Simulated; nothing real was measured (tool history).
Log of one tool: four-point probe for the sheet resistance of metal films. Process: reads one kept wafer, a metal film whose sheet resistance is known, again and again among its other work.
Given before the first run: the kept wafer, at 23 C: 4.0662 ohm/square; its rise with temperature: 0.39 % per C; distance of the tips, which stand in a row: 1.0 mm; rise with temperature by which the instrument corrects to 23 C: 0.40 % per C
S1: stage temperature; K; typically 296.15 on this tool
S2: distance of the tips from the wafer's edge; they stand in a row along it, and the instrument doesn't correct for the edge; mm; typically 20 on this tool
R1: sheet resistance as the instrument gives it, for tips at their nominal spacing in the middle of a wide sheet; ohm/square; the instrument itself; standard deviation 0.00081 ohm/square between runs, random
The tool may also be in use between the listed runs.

run	hour	S1	S2	R1
1	0.0	296.15	20	4.048612
2	8.1	296.15	20	4.049556
3	18.7	296.15	20	4.049942
4	35.6	296.15	18	4.048932
5	47.7	296.15	18	4.048185
6	63.4	296.15	18	4.049672
7	71.0	296.15	6	4.103154
8	88.5	296.15	6	4.102927
9	104.8	296.15	6	4.100969
10	115.6	296.15	6	4.102469
11	125.1	296.15	6	4.103266
12	132.7	296.15	20	4.048443
13	150.1	295.15	20	4.049812
14	159.8	295.15	20	4.047619
15	174.8	296.15	20	4.047973
16	190.0	296.15	20	4.048987
17	201.4	296.15	5	4.127109
18	215.5	295.15	20	4.047712
19	232.9	296.15	20	4.045801
20	244.1	296.15	20	4.047290
21	258.6	296.15	20	4.046774
22	267.6	305.15	18	4.041185
23	282.5	305.15	5	4.120589
24	297.5	301.15	12	4.053782
25	311.1	298.15	36	4.042616
26	324.4	307.15	3	4.262812
27	335.2	298.15	4	4.172214
28	345.3	292.15	5	4.128745
29	356.4	292.15	5	4.127880
30	365.7	292.15	5	4.127234
31	375.0	292.15	5	4.127466
32	392.1	308.15	4	4.165816
33	409.9	296.15	6	4.100874
34	417.2	298.15	8	4.072774
35	426.4	305.15	7	4.079484
36	437.9	295.15	48	4.041187
37	454.8	296.15	28	4.043871
38	462.5	296.15	30	4.042380
39	473.0	304.15	16	4.043743
40	486.1	292.15	5	4.127724
41	502.5	294.15	15	4.050383

Each row is a separate what-if for the run after 41, all from the same tool condition, not one after another. Results?
A	515.3	303.15	55	?
B	515.3	300.15	13	?
C	515.3	294.15	16	?

run	R1
A	4.036378
B	4.051646
C	4.049196
The same runs, with their run-to-run variation unchanged, on a tool lacking any hidden condition would have given:
run	R1
A	4.062585
B	4.078063
C	4.075833

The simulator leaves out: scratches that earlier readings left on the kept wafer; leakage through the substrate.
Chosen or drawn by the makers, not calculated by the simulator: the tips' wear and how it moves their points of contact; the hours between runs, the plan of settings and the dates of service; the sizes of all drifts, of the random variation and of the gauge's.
